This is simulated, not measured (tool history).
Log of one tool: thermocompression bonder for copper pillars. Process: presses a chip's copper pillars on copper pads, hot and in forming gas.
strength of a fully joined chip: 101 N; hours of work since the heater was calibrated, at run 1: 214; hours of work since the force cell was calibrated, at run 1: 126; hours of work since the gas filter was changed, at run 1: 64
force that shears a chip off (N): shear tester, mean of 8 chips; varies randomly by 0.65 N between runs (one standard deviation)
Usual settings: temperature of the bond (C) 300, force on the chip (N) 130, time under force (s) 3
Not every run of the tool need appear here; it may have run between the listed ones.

run,hour,temperature of the bond (C),force on the chip (N),time under force (s),hours of work since the heater was calibrated,hours of work since the force cell was calibrated,hours of work since the gas filter was changed,force that shears a chip off (N)
1,0.0,300,130,3,214,126,64,38.3
2,8.8,300,130,3,218,130,68,39.3
3,24.0,300,130,3,225,137,75,37.6
4,38.9,300,130,3,232,144,82,38.7
5,53.2,290,130,3,239,151,88,31.9
6,65.0,290,130,3,244,156,94,31.9
7,72.4,300,130,3,248,160,97,37.2
8,81.7,282,130,3,252,164,102,29.1
9,93.0,300,130,3,257,169,107,38.2
10,104.1,300,130,3,262,174,112,37.9
11,111.9,300,130,3,266,178,115,37.1
12,127.6,300,89,3,273,185,123,29.5
13,136.5,300,89,3,277,189,127,29.6
# hour 138.9: force cell calibrated
14,145.4,300,89,3,280,3,130,29.2
15,157.8,300,89,3,286,9,136,29.4
16,167.0,302,89,3,290,13,140,30.8
17,173.8,302,89,3,293,16,143,31.0
18,183.6,300,152,2,298,21,148,34.6
19,191.8,300,152,2,302,24,151,34.6
20,206.2,312,130,3,308,31,158,42.7
21,214.9,312,170,4,312,35,162,54.1
# hour 229.4: force cell calibrated, once more
22,231.9,305,116,3,319,1,169,36.9
23,241.2,291,79,3,324,5,173,23.3
24,252.0,328,133,3,329,10,178,53.2
25,267.4,274,153,3,336,17,185,25.4
26,278.6,300,79,6,341,23,191,36.2
27,292.3,284,142,4,347,29,197,33.8
28,306.9,271,130,4,354,36,204,25.5

3 ways to go on from here, each from the tool as it stands after run 28. What would each give?
A,316.4,286,145,3,358,40,208,?
B,316.4,285,146,4,358,40,208,?
C,316.4,297,130,2,358,40,208,?

run,force that shears a chip off (N)
A,29.8
B,33.5
C,28.8
Stripped of hidden state, with their random variation kept, the same runs would have yielded:
run,force that shears a chip off (N)
A,34.7
B,38.9
C,33.4

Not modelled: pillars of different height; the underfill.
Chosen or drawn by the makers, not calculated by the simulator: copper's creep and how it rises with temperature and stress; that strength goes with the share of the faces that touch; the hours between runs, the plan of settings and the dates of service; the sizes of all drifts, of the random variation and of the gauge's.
